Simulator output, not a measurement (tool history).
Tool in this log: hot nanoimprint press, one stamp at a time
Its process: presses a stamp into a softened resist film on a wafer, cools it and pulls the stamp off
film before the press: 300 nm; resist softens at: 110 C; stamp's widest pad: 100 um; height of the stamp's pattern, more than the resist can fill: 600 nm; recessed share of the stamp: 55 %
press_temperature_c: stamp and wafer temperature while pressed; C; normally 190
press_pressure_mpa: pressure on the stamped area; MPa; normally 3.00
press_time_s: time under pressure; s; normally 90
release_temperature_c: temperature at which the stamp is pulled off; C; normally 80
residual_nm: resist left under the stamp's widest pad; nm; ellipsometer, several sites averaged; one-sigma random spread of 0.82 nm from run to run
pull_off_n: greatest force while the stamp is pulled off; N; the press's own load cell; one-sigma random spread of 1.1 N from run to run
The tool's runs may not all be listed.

run	hour	press_temperature_c	press_pressure_mpa	press_time_s	release_temperature_c	residual_nm	pull_off_n
1	0.0	190	3.00	90	80	123.7	205
2	4.2	190	2.23	90	80	144.6	207
3	11.2	190	3.00	90	80	125.0	207
4	15.0	190	3.00	90	80	123.4	207
5	23.5	190	3.00	90	80	125.5	206
# hour 34.0: stamp cleaned and given a new release coat
6	38.4	190	3.00	90	80	124.9	192
7	43.9	190	3.00	65	80	138.2	193
8	50.3	190	3.00	65	80	137.7	194
9	54.0	190	3.00	65	80	140.0	194
10	60.0	190	3.00	65	80	139.0	195
11	64.8	190	3.00	65	80	140.8	194
12	69.5	190	3.00	65	80	140.1	194
13	73.7	190	3.00	90	80	123.9	198
# hour 77.2: plate thermocouple calibrated
14	81.1	190	3.00	90	80	128.1	198
15	85.6	190	3.00	90	80	129.0	196
16	93.9	190	2.89	90	78	132.2	202
# hour 98.1: plate thermocouple calibrated, once more
17	101.6	190	2.89	90	78	118.5	199
18	109.6	190	2.43	54	80	156.3	196
19	118.1	190	3.00	90	81	117.6	196
20	124.5	187	3.00	90	80	130.1	197
21	131.5	178	2.12	90	80	207.0	199
22	139.8	195	3.00	90	83	99.0	195
23	144.4	195	3.00	90	83	99.9	198
24	149.4	185	3.00	100	77	135.6	203
25	157.3	191	2.32	135	80	113.4	201
26	165.5	189	3.78	93	84	105.8	194
27	169.4	190	3.00	100	78	114.0	203
28	176.0	190	3.00	100	78	114.2	205
29	181.3	190	3.00	100	78	114.8	206
30	189.9	187	3.70	46	66	148.6	220

What if the next run were any one of these 4? Each begins from the tool's condition after run 30:
A	196.8	187	3.16	46	78	?	?
B	196.8	187	3.70	171	66	?	?
C	196.8	190	3.00	119	80	?	?
D	196.8	197	1.91	90	78	?	?

run	residual_nm	pull_off_n
A	161.0	207
B	93.5	224
C	106.4	204
D	119.4	207
Take away the tool's hidden state, keep each run's random variation, and the runs would have read:
run	residual_nm	pull_off_n
A	157.9	194
B	91.3	210
C	104.1	191
D	117.2	193

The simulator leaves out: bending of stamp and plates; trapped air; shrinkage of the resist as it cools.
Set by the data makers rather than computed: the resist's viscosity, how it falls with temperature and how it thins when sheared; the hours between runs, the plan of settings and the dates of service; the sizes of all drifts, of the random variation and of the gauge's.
